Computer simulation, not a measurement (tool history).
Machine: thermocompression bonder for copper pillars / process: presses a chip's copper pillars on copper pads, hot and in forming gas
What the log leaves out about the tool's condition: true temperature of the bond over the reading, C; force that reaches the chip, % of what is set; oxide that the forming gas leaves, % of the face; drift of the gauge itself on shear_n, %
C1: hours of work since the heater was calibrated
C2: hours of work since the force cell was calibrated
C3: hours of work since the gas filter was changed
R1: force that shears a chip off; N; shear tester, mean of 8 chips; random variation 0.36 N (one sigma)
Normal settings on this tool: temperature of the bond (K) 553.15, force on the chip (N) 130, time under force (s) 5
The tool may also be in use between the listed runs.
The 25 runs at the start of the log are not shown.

run 26 day=8.688 | temperature_of_the_bond_(K)=529.15 force_on_the_chip_(N)=142 time_under_force_(s)=8 | C1=350 C2=417 C3=32 | R1=81.2
run 27 day=9.062 | temperature_of_the_bond_(K)=565.15 force_on_the_chip_(N)=131 time_under_force_(s)=8 | C1=355 C2=422 C3=37 | R1=103.7
run 28 day=9.504 | temperature_of_the_bond_(K)=567.15 force_on_the_chip_(N)=87 time_under_force_(s)=4 | C1=361 C2=428 C3=43 | R1=62.3
run 29 day=9.983 | temperature_of_the_bond_(K)=559.15 force_on_the_chip_(N)=87 time_under_force_(s)=15 | C1=367 C2=434 C3=50 | R1=90.4
run 30 day=10.242 | temperature_of_the_bond_(K)=535.15 force_on_the_chip_(N)=176 time_under_force_(s)=10 | C1=370 C2=437 C3=53 | R1=105.9
run 31 day=10.679 | temperature_of_the_bond_(K)=535.15 force_on_the_chip_(N)=182 time_under_force_(s)=3 | C1=376 C2=443 C3=59 | R1=77.3
run 32 day=11.117 | temperature_of_the_bond_(K)=553.15 force_on_the_chip_(N)=117 time_under_force_(s)=6 | C1=382 C2=449 C3=65 | R1=80.8
run 33 day=11.379 | temperature_of_the_bond_(K)=553.15 force_on_the_chip_(N)=117 time_under_force_(s)=6 | C1=385 C2=452 C3=68 | R1=80.5
run 34 day=11.671 | temperature_of_the_bond_(K)=553.15 force_on_the_chip_(N)=117 time_under_force_(s)=6 | C1=389 C2=456 C3=72 | R1=79.9
run 35 day=12.100 | temperature_of_the_bond_(K)=570.15 force_on_the_chip_(N)=115 time_under_force_(s)=3 | C1=395 C2=462 C3=78 | R1=72.8
run 36 day=12.500 | temperature_of_the_bond_(K)=533.15 force_on_the_chip_(N)=153 time_under_force_(s)=6 | C1=400 C2=467 C3=83 | R1=81.8
run 37 day=12.917 | temperature_of_the_bond_(K)=533.15 force_on_the_chip_(N)=170 time_under_force_(s)=5 | C1=406 C2=473 C3=88 | R1=83.7
run 38 day=13.217 | temperature_of_the_bond_(K)=553.15 force_on_the_chip_(N)=84 time_under_force_(s)=5 | C1=410 C2=477 C3=92 | R1=56.4
run 39 day=13.433 | temperature_of_the_bond_(K)=539.15 force_on_the_chip_(N)=81 time_under_force_(s)=6 | C1=413 C2=480 C3=95 | R1=49.7

Consider 3 possible next runs. They are alternatives, not a sequence: every one starts from the tool as it was left by run 39. What does each give?
run A day=13.662 | temperature_of_the_bond_(K)=558.15 force_on_the_chip_(N)=130 time_under_force_(s)=5 | C1=416 C2=483 C3=98 | R1=?
run B day=13.662 | temperature_of_the_bond_(K)=539.15 force_on_the_chip_(N)=177 time_under_force_(s)=7 | C1=416 C2=483 C3=98 | R1=?
run C day=13.662 | temperature_of_the_bond_(K)=539.15 force_on_the_chip_(N)=131 time_under_force_(s)=14 | C1=416 C2=483 C3=98 | R1=?

run=A R1=86.2
run=B R1=100.1
run=C R1=99.4
What these runs would have given with no unlogged condition in the tool:
run=A R1=86.2
run=B R1=100.1
run=C R1=99.4
